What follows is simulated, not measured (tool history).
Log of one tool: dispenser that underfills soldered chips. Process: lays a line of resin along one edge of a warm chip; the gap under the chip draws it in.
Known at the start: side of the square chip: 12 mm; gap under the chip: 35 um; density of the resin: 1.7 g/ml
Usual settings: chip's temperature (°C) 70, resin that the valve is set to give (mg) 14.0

run,hour,chip's temperature (°C),resin that the valve is set to give (mg),time until the resin shows at the far edge (s),resin that the valve gave (mg)
1,0.0,70,14.0,214.6,13.59
# hour 6.1: new syringe of resin
2,6.6,69,14.0,185.2,13.68
3,13.3,57,14.0,346.6,13.59
# hour 18.0: new syringe of resin
4,18.1,55,14.0,322.0,13.68
5,21.1,55,14.0,347.1,13.43
6,25.8,70,14.9,214.9,14.36
# hour 30.2: new syringe of resin
7,30.2,70,14.9,181.5,14.37
8,33.4,59,13.4,296.6,13.03
9,39.8,59,15.5,348.3,14.91
# hour 42.2: new syringe of resin
10,45.1,68,13.3,213.0,12.70
11,49.7,68,13.3,239.9,12.84
12,52.9,68,13.3,259.3,12.64

3 ways to go on from here, each from the tool as it stands after run 12. What would each give?
# hour 54.3: new syringe of resin
A,57.9,71,18.0,?,?
# hour 54.3: new syringe of resin
B,57.9,58,12.1,?,?
# hour 54.3: new syringe of resin
C,57.9,71,15.1,?,?

run,time until the resin shows at the far edge (s),resin that the valve gave (mg)
A,191.4,17.23
B,330.1,11.62
C,194.1,14.57
Without the tool's hidden state the same runs would have given:
run,time until the resin shows at the far edge (s),resin that the valve gave (mg)
A,168.2,17.98
B,286.6,12.13
C,170.2,15.20

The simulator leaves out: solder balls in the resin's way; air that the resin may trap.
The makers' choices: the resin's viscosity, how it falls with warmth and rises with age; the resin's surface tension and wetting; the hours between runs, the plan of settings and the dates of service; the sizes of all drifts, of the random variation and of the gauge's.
